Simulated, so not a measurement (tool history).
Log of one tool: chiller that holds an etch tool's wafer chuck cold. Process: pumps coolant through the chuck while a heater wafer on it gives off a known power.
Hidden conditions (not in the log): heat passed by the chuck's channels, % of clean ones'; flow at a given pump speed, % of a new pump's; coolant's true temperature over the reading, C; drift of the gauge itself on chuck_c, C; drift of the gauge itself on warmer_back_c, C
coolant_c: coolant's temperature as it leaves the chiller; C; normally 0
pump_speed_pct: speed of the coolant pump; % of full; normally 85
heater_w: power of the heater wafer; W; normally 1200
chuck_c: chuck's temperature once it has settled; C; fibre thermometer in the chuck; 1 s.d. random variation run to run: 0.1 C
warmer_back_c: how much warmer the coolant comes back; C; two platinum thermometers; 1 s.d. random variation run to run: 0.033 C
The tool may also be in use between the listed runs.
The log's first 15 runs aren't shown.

run	day	coolant_c	pump_speed_pct	heater_w	hours since the coolant was changed and the channels were flushed	hours since the pump was overhauled	hours since the chiller's thermometer was calibrated	chuck_c	warmer_back_c
16	41.012	0	85	1200	1022	3839	251	10.6	5.46
17	42.767	0	67	1682	1064	3881	293	18.2	9.75
18	46.242	-8	93	614	1148	3965	377	-2.9	2.63
19	49.504	4	82	1493	1226	4043	455	17.8	7.16
20	51.421	4	92	620	1272	4089	501	9.2	2.72
21	54.862	4	92	620	1355	4172	584	9.4	2.68
22	57.554	0	85	1200	1419	4236	648	11.0	5.62
23	59.792	0	85	1200	1473	4290	702	11.0	5.59
24	61.912	10	78	1514	1524	4341	753	25.0	7.72
25	63.871	-3	71	1669	1571	4388	800	14.8	9.44
26	66.821	-7	96	970	1642	4459	871	1.4	4.13
27	70.275	-3	96	1725	1725	4542	954	11.3	7.22
28	73.788	-2	85	635	1809	4626	1038	4.0	2.98
29	76.054	0	87	893	1863	4680	1092	8.0	4.15
30	78.692	0	73	1377	1927	4744	1156	14.7	7.61
31	81.354	0	73	1377	1990	4808	1220	14.7	7.61
32	84.129	-6	85	1200	2057	4874	1286	5.3	5.76

3 ways to go on from here, each from the tool as it stands after run 32. What would each give?
A	86.633	-6	62	991	2117	4934	1346	?	?
B	86.633	0	76	1200	2117	4934	1346	?	?
C	86.633	3	78	825	2117	4934	1346	?	?

run	chuck_c	warmer_back_c
A	6.3	6.42
B	12.5	6.38
C	11.5	4.31
The same runs, with their run-to-run variation unchanged, on a tool lacking any hidden condition would have given:
run	chuck_c	warmer_back_c
A	3.9	5.36
B	10.1	5.33
C	9.9	3.61
